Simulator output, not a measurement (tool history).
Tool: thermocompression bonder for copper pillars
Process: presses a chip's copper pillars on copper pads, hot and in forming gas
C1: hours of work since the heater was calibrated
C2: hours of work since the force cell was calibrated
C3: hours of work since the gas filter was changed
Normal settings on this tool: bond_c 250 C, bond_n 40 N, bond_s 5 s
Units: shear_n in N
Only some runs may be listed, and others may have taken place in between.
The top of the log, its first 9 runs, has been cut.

{"run": 10, "hour": 523.2, "bond_c": 250, "bond_n": 40, "bond_s": 12, "C1": 842, "C2": 1388, "C3": 357, "shear_n": 79.2}
{"hour": 551.7, "done": "heater calibrated with a thermocouple chip"}
{"run": 11, "hour": 562.1, "bond_c": 250, "bond_n": 40, "bond_s": 12, "C1": 5, "C2": 1407, "C3": 376, "shear_n": 75.9}
{"run": 12, "hour": 622.7, "bond_c": 250, "bond_n": 40, "bond_s": 7, "C1": 36, "C2": 1438, "C3": 407, "shear_n": 66.3}
{"hour": 662.4, "done": "forming gas filter changed"}
{"run": 13, "hour": 666.1, "bond_c": 250, "bond_n": 40, "bond_s": 5, "C1": 58, "C2": 1460, "C3": 2, "shear_n": 64.2}
{"run": 14, "hour": 728.0, "bond_c": 250, "bond_n": 40, "bond_s": 4, "C1": 89, "C2": 1491, "C3": 33, "shear_n": 60.1}
{"run": 15, "hour": 801.6, "bond_c": 250, "bond_n": 40, "bond_s": 4, "C1": 127, "C2": 1528, "C3": 71, "shear_n": 59.7}
{"hour": 809.3, "done": "force cell calibrated"}
{"run": 16, "hour": 877.0, "bond_c": 250, "bond_n": 34, "bond_s": 5, "C1": 164, "C2": 34, "C3": 108, "shear_n": 56.3}
{"run": 17, "hour": 921.2, "bond_c": 250, "bond_n": 34, "bond_s": 5, "C1": 186, "C2": 57, "C3": 131, "shear_n": 55.1}
{"hour": 936.9, "done": "force cell calibrated, once more"}
{"run": 18, "hour": 959.8, "bond_c": 250, "bond_n": 40, "bond_s": 5, "C1": 205, "C2": 12, "C3": 149, "shear_n": 61.4}
{"run": 19, "hour": 999.6, "bond_c": 250, "bond_n": 40, "bond_s": 5, "C1": 225, "C2": 32, "C3": 170, "shear_n": 61.3}
{"run": 20, "hour": 1082.8, "bond_c": 269, "bond_n": 40, "bond_s": 6, "C1": 268, "C2": 74, "C3": 212, "shear_n": 77.4}
{"run": 21, "hour": 1146.3, "bond_c": 250, "bond_n": 36, "bond_s": 5, "C1": 300, "C2": 106, "C3": 244, "shear_n": 55.8}
{"run": 22, "hour": 1187.4, "bond_c": 241, "bond_n": 36, "bond_s": 4, "C1": 321, "C2": 127, "C3": 265, "shear_n": 45.5}
{"run": 23, "hour": 1269.8, "bond_c": 241, "bond_n": 36, "bond_s": 4, "C1": 363, "C2": 169, "C3": 307, "shear_n": 44.9}
{"run": 24, "hour": 1305.1, "bond_c": 249, "bond_n": 25, "bond_s": 8, "C1": 380, "C2": 187, "C3": 325, "shear_n": 46.2}
{"run": 25, "hour": 1346.2, "bond_c": 249, "bond_n": 43, "bond_s": 8, "C1": 401, "C2": 208, "C3": 345, "shear_n": 72.4}
{"run": 26, "hour": 1410.7, "bond_c": 249, "bond_n": 43, "bond_s": 8, "C1": 434, "C2": 240, "C3": 378, "shear_n": 71.7}
{"run": 27, "hour": 1469.6, "bond_c": 249, "bond_n": 43, "bond_s": 8, "C1": 464, "C2": 270, "C3": 408, "shear_n": 71.7}
{"hour": 1506.9, "done": "forming gas filter changed"}
{"run": 28, "hour": 1550.5, "bond_c": 278, "bond_n": 47, "bond_s": 8, "C1": 505, "C2": 311, "C3": 22, "shear_n": 96.5}

The next listed run, before its measurement:
{"run": 29, "hour": 1603.8, "bond_c": 278, "bond_n": 47, "bond_s": 8, "C1": 532, "C2": 338, "C3": 49, "shear_n": "?"}

Run 29 produced shear_n 95.9 N.
On a tool with no hidden condition, and with the same random variation, this run would have come out at shear_n 95.5 N.
